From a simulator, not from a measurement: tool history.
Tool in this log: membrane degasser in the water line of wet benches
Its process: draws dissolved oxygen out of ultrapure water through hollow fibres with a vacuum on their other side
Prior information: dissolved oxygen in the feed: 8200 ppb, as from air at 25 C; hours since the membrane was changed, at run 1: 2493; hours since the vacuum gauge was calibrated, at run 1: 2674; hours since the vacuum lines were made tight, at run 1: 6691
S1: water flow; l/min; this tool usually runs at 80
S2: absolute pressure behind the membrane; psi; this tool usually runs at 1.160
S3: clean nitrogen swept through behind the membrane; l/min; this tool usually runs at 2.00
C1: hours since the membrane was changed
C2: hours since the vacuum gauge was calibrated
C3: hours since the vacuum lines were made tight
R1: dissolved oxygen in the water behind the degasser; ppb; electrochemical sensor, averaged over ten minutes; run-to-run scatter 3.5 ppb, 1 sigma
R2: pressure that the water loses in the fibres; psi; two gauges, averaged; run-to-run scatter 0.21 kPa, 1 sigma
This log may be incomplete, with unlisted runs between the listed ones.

Run 1, hour 0.0: usual settings; C1 2493; C2 2674; C3 6691. Result: R1 480.3 ppb, R2 6.923 psi.
At hour 50.2: seals of the vacuum lines changed.
Run 2, hour 98.9: usual settings; C1 2590; C2 2771; C3 49. Result: R1 475.5 ppb, R2 6.965 psi.
Run 3, hour 190.6: usual settings but S1 55 l/min; C1 2682; C2 2863; C3 140. Result: R1 319.3 ppb, R2 4.757 psi.
Run 4, hour 312.0: usual settings but S1 54 l/min; C1 2803; C2 2984; C3 262. Result: R1 312.7 ppb, R2 4.673 psi.
Run 5, hour 372.9: usual settings but S1 55 l/min; C1 2864; C2 3045; C3 323. Result: R1 318.9 ppb, R2 4.722 psi.
Run 6, hour 469.9: usual settings but S1 55 l/min; C1 2961; C2 3142; C3 420. Result: R1 322.3 ppb, R2 4.733 psi.
Run 7, hour 529.8: usual settings but S1 55 l/min; C1 3021; C2 3202; C3 480. Result: R1 318.5 ppb, R2 4.770 psi.
Run 8, hour 657.9: usual settings but S1 89 l/min; C1 3149; C2 3330; C3 608. Result: R1 529.1 ppb, R2 7.671 psi.
Run 9, hour 764.3: usual settings but S1 89 l/min; C1 3255; C2 3437; C3 714. Result: R1 530.2 ppb, R2 7.686 psi.
Run 10, hour 872.4: usual settings but S1 48 l/min, S3 1.58 l/min; C1 3363; C2 3545; C3 822. Result: R1 332.7 ppb, R2 4.134 psi.
Run 11, hour 939.2: usual settings but S1 48 l/min, S3 1.58 l/min; C1 3430; C2 3612; C3 889. Result: R1 330.2 ppb, R2 4.128 psi.
Run 12, hour 999.4: usual settings but S1 48 l/min, S3 1.58 l/min; C1 3490; C2 3672; C3 949. Result: R1 332.9 ppb, R2 4.139 psi.
Run 13, hour 1118.2: usual settings but S1 88 l/min, S2 1.434 psi, S3 2.16 l/min; C1 3609; C2 3791; C3 1068. Result: R1 635.6 ppb, R2 7.525 psi.
Run 14, hour 1231.6: usual settings but S1 88 l/min, S2 1.434 psi, S3 2.16 l/min; C1 3723; C2 3904; C3 1181. Result: R1 635.2 ppb, R2 7.552 psi.
Run 15, hour 1304.2: usual settings but S1 50 l/min, S2 1.434 psi, S3 5.43 l/min; C1 3795; C2 3977; C3 1254. Result: R1 184.3 ppb, R2 4.270 psi.
Run 16, hour 1424.7: usual settings but S1 50 l/min, S2 1.434 psi, S3 5.43 l/min; C1 3916; C2 4097; C3 1374. Result: R1 184.2 ppb, R2 4.277 psi.
Run 17, hour 1491.7: usual settings but S1 101 l/min, S2 1.823 psi, S3 2.25 l/min; C1 3983; C2 4164; C3 1441. Result: R1 905.7 ppb, R2 8.711 psi.

Consider 4 possible next runs. They are alternatives, not a sequence: every one starts from the tool as it was left by run 17. What does each give?
Run A, hour 1597.9: usual settings but S2 0.748 psi, S3 4.02 l/min; C1 4089; C2 4270; C3 1548. Result: R1 ?, R2 ?.
Run B, hour 1597.9: usual settings but S2 2.783 psi; C1 4089; C2 4270; C3 1548. Result: R1 ?, R2 ?.
Run C, hour 1597.9: usual settings but S1 101 l/min, S2 1.823 psi, S3 0.97 l/min; C1 4089; C2 4270; C3 1548. Result: R1 ?, R2 ?.
Run D, hour 1597.9: usual settings but S1 71 l/min, S2 0.790 psi; C1 4089; C2 4270; C3 1548. Result: R1 ?, R2 ?.

run      R1     R2
  A   197.8  6.814
  B  1215.8  6.782
  C  1449.8  8.625
  D   248.9  6.063
Stripped of hidden state, with their random variation kept, the same runs would have yielded:
run      R1     R2
  A   197.5  6.912
  B  1215.5  6.881
  C  1449.4  8.750
  D   248.5  6.151
